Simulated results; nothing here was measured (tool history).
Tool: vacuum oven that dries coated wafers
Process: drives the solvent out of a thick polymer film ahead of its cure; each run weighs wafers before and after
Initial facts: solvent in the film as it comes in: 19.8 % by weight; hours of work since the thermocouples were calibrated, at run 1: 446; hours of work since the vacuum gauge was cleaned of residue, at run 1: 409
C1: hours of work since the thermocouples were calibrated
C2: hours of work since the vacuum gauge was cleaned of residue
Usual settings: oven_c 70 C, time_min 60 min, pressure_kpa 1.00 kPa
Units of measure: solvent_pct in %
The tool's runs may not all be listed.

run 1 day=0.000 | oven_c=70 time_min=60 pressure_kpa=1.00 | C1=446 C2=409 | solvent_pct=1.57
run 2 day=0.458 | oven_c=70 time_min=60 pressure_kpa=1.36 | C1=454 C2=417 | solvent_pct=1.58
run 3 day=1.312 | oven_c=70 time_min=60 pressure_kpa=1.36 | C1=468 C2=432 | solvent_pct=1.68
run 4 day=2.067 | oven_c=70 time_min=60 pressure_kpa=1.36 | C1=482 C2=445 | solvent_pct=1.71
run 5 day=2.596 | oven_c=70 time_min=60 pressure_kpa=1.00 | C1=491 C2=455 | solvent_pct=1.61
run 6 day=3.150 | oven_c=70 time_min=60 pressure_kpa=1.00 | C1=500 C2=464 | solvent_pct=1.57
run 7 day=4.004 | oven_c=69 time_min=60 pressure_kpa=1.00 | C1=515 C2=479 | solvent_pct=1.78
run 8 day=4.954 | oven_c=70 time_min=62 pressure_kpa=1.00 | C1=532 C2=496 | solvent_pct=1.49
run 9 day=5.529 | oven_c=70 time_min=62 pressure_kpa=1.00 | C1=542 C2=506 | solvent_pct=1.43
run 10 day=5.958 | oven_c=70 time_min=62 pressure_kpa=1.00 | C1=549 C2=513 | solvent_pct=1.51
run 11 day=6.346 | oven_c=70 time_min=90 pressure_kpa=1.00 | C1=556 C2=520 | solvent_pct=0.67
run 12 day=6.992 | oven_c=70 time_min=90 pressure_kpa=1.00 | C1=567 C2=531 | solvent_pct=0.71
run 13 day=7.708 | oven_c=70 time_min=49 pressure_kpa=1.00 | C1=580 C2=543 | solvent_pct=2.27
run 14 day=8.392 | oven_c=70 time_min=60 pressure_kpa=1.00 | C1=591 C2=555 | solvent_pct=1.52
run 15 day=9.200 | oven_c=70 time_min=60 pressure_kpa=1.00 | C1=605 C2=569 | solvent_pct=1.53
run 16 day=9.600 | oven_c=70 time_min=60 pressure_kpa=1.00 | C1=612 C2=576 | solvent_pct=1.55
run 17 day=10.025 | oven_c=83 time_min=60 pressure_kpa=1.61 | C1=620 C2=584 | solvent_pct=0.39
run 18 day=10.925 | oven_c=80 time_min=68 pressure_kpa=1.00 | C1=635 C2=599 | solvent_pct=0.26
run 19 day=11.400 | oven_c=80 time_min=68 pressure_kpa=1.00 | C1=644 C2=608 | solvent_pct=0.29
run 20 day=11.958 | oven_c=63 time_min=68 pressure_kpa=3.22 | C1=653 C2=617 | solvent_pct=3.69
run 21 day=12.600 | oven_c=74 time_min=87 pressure_kpa=3.03 | C1=665 C2=628 | solvent_pct=0.88
run 22 day=13.021 | oven_c=66 time_min=87 pressure_kpa=3.65 | C1=672 C2=636 | solvent_pct=2.08
run 23 day=13.746 | oven_c=66 time_min=87 pressure_kpa=3.65 | C1=684 C2=648 | solvent_pct=2.11
run 24 day=14.375 | oven_c=66 time_min=87 pressure_kpa=3.65 | C1=695 C2=659 | solvent_pct=2.17
run 25 day=15.017 | oven_c=62 time_min=73 pressure_kpa=1.85 | C1=707 C2=670 | solvent_pct=3.18
run 26 day=15.479 | oven_c=71 time_min=86 pressure_kpa=3.90 | C1=715 C2=678 | solvent_pct=1.39
run 27 day=16.062 | oven_c=75 time_min=32 pressure_kpa=3.26 | C1=725 C2=689 | solvent_pct=3.06
run 28 day=16.471 | oven_c=75 time_min=32 pressure_kpa=2.22 | C1=732 C2=696 | solvent_pct=2.95
run 29 day=17.279 | oven_c=65 time_min=51 pressure_kpa=0.60 | C1=746 C2=710 | solvent_pct=3.43
run 30 day=17.875 | oven_c=65 time_min=51 pressure_kpa=0.60 | C1=756 C2=720 | solvent_pct=3.40
run 31 day=18.542 | oven_c=64 time_min=93 pressure_kpa=3.48 | C1=768 C2=732 | solvent_pct=2.22
run 32 day=19.458 | oven_c=84 time_min=93 pressure_kpa=3.48 | C1=784 C2=748 | solvent_pct=0.56

Per-run results on a tool with no hidden state, each run keeping its own random variation:
Hidden conditions of the tool in this case: true wafer temperature over the reading, C; true pressure over the reading, kPa; drift of the gauge itself on solvent_pct, %.
run=1 solvent_pct=1.67
run=2 solvent_pct=1.68
run=3 solvent_pct=1.79
run=4 solvent_pct=1.82
run=5 solvent_pct=1.72
run=6 solvent_pct=1.68
run=7 solvent_pct=1.91
run=8 solvent_pct=1.61
run=9 solvent_pct=1.54
run=10 solvent_pct=1.63
run=11 solvent_pct=0.70
run=12 solvent_pct=0.74
run=13 solvent_pct=2.45
run=14 solvent_pct=1.65
run=15 solvent_pct=1.67
run=16 solvent_pct=1.69
run=17 solvent_pct=0.38
run=18 solvent_pct=0.25
run=19 solvent_pct=0.28
run=20 solvent_pct=3.94
run=21 solvent_pct=0.90
run=22 solvent_pct=2.22
run=23 solvent_pct=2.26
run=24 solvent_pct=2.31
run=25 solvent_pct=3.44
run=26 solvent_pct=1.45
run=27 solvent_pct=3.34
run=28 solvent_pct=3.23
run=29 solvent_pct=3.74
run=30 solvent_pct=3.71
run=31 solvent_pct=2.39
run=32 solvent_pct=0.54

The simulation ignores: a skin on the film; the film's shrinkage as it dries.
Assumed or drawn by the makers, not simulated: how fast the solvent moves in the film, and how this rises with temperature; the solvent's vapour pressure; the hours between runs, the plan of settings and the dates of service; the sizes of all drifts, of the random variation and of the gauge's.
